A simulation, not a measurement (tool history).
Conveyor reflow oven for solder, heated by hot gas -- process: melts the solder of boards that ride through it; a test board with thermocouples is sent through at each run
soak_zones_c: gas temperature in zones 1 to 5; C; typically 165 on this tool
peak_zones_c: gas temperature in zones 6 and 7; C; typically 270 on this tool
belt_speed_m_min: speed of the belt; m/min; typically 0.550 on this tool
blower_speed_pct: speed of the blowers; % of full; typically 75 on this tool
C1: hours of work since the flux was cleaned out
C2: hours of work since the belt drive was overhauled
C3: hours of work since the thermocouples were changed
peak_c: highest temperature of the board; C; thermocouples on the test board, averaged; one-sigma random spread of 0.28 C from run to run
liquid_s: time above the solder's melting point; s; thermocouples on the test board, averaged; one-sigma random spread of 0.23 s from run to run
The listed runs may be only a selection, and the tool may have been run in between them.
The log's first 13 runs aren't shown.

{"run": 14, "hour": 811.1, "soak_zones_c": 165, "peak_zones_c": 270, "belt_speed_m_min": 0.55, "blower_speed_pct": 75, "C1": 67, "C2": 78, "C3": 376, "peak_c": 256.5, "liquid_s": 66.2}
{"run": 15, "hour": 882.3, "soak_zones_c": 165, "peak_zones_c": 270, "belt_speed_m_min": 0.55, "blower_speed_pct": 75, "C1": 100, "C2": 111, "C3": 409, "peak_c": 256.4, "liquid_s": 66.2}
{"run": 16, "hour": 943.0, "soak_zones_c": 165, "peak_zones_c": 264, "belt_speed_m_min": 0.573, "blower_speed_pct": 73, "C1": 128, "C2": 140, "C3": 437, "peak_c": 248.4, "liquid_s": 56.9}
{"run": 17, "hour": 1032.8, "soak_zones_c": 165, "peak_zones_c": 264, "belt_speed_m_min": 0.573, "blower_speed_pct": 73, "C1": 170, "C2": 181, "C3": 479, "peak_c": 248.9, "liquid_s": 57.1}
{"run": 18, "hour": 1082.2, "soak_zones_c": 165, "peak_zones_c": 264, "belt_speed_m_min": 0.454, "blower_speed_pct": 73, "C1": 193, "C2": 204, "C3": 502, "peak_c": 254.2, "liquid_s": 80.7}
{"hour": 1110.5, "done": "flux residue cleaned out of gas plates and filters"}
{"run": 19, "hour": 1157.6, "soak_zones_c": 165, "peak_zones_c": 264, "belt_speed_m_min": 0.618, "blower_speed_pct": 73, "C1": 22, "C2": 237, "C3": 534, "peak_c": 246.9, "liquid_s": 51.5}
{"run": 20, "hour": 1232.5, "soak_zones_c": 165, "peak_zones_c": 264, "belt_speed_m_min": 0.618, "blower_speed_pct": 73, "C1": 57, "C2": 272, "C3": 569, "peak_c": 246.8, "liquid_s": 51.1}
{"run": 21, "hour": 1289.8, "soak_zones_c": 165, "peak_zones_c": 259, "belt_speed_m_min": 0.582, "blower_speed_pct": 80, "C1": 83, "C2": 298, "C3": 596, "peak_c": 245.1, "liquid_s": 54.2}
{"run": 22, "hour": 1368.1, "soak_zones_c": 165, "peak_zones_c": 270, "belt_speed_m_min": 0.532, "blower_speed_pct": 75, "C1": 120, "C2": 335, "C3": 632, "peak_c": 256.5, "liquid_s": 69.2}
{"run": 23, "hour": 1441.3, "soak_zones_c": 177, "peak_zones_c": 270, "belt_speed_m_min": 0.442, "blower_speed_pct": 52, "C1": 154, "C2": 369, "C3": 666, "peak_c": 258.7, "liquid_s": 90.5}
{"run": 24, "hour": 1502.4, "soak_zones_c": 177, "peak_zones_c": 270, "belt_speed_m_min": 0.442, "blower_speed_pct": 52, "C1": 182, "C2": 397, "C3": 694, "peak_c": 258.1, "liquid_s": 90.7}
{"run": 25, "hour": 1543.5, "soak_zones_c": 165, "peak_zones_c": 270, "belt_speed_m_min": 0.55, "blower_speed_pct": 51, "C1": 201, "C2": 416, "C3": 713, "peak_c": 248.8, "liquid_s": 58.7}
{"hour": 1554.0, "done": "flux residue cleaned out of gas plates and filters"}
{"run": 26, "hour": 1619.6, "soak_zones_c": 173, "peak_zones_c": 278, "belt_speed_m_min": 0.503, "blower_speed_pct": 66, "C1": 30, "C2": 449, "C3": 746, "peak_c": 265.0, "liquid_s": 81.7}
{"run": 27, "hour": 1695.5, "soak_zones_c": 173, "peak_zones_c": 277, "belt_speed_m_min": 0.503, "blower_speed_pct": 62, "C1": 66, "C2": 484, "C3": 782, "peak_c": 263.2, "liquid_s": 80.5}
{"run": 28, "hour": 1756.2, "soak_zones_c": 173, "peak_zones_c": 277, "belt_speed_m_min": 0.503, "blower_speed_pct": 62, "C1": 94, "C2": 512, "C3": 810, "peak_c": 262.5, "liquid_s": 80.5}
{"run": 29, "hour": 1802.4, "soak_zones_c": 152, "peak_zones_c": 278, "belt_speed_m_min": 0.55, "blower_speed_pct": 75, "C1": 115, "C2": 534, "C3": 831, "peak_c": 260.8, "liquid_s": 65.2}
{"hour": 1833.6, "done": "thermocouples of zones 6 and 7 changed"}
{"run": 30, "hour": 1845.3, "soak_zones_c": 152, "peak_zones_c": 278, "belt_speed_m_min": 0.55, "blower_speed_pct": 75, "C1": 134, "C2": 553, "C3": 5, "peak_c": 262.0, "liquid_s": 65.9}

Forecast each of these 3 alternatives for the next run:
{"run": "A", "hour": 1934.3, "soak_zones_c": 152, "peak_zones_c": 278, "belt_speed_m_min": 0.505, "blower_speed_pct": 75, "C1": 176, "C2": 594, "C3": 47, "peak_c": "?", "liquid_s": "?"}
{"run": "B", "hour": 1934.3, "soak_zones_c": 152, "peak_zones_c": 278, "belt_speed_m_min": 0.55, "blower_speed_pct": 69, "C1": 176, "C2": 594, "C3": 47, "peak_c": "?", "liquid_s": "?"}
{"run": "C", "hour": 1934.3, "soak_zones_c": 152, "peak_zones_c": 274, "belt_speed_m_min": 0.55, "blower_speed_pct": 75, "C1": 176, "C2": 594, "C3": 47, "peak_c": "?", "liquid_s": "?"}

run=A peak_c=265.0 liquid_s=74.7
run=B peak_c=260.1 liquid_s=65.2
run=C peak_c=258.3 liquid_s=63.7
The same runs, with their run-to-run variation unchanged, on a tool lacking any hidden condition would have given:
run=A peak_c=265.9 liquid_s=74.9
run=B peak_c=261.0 liquid_s=65.6
run=C peak_c=259.2 liquid_s=64.1

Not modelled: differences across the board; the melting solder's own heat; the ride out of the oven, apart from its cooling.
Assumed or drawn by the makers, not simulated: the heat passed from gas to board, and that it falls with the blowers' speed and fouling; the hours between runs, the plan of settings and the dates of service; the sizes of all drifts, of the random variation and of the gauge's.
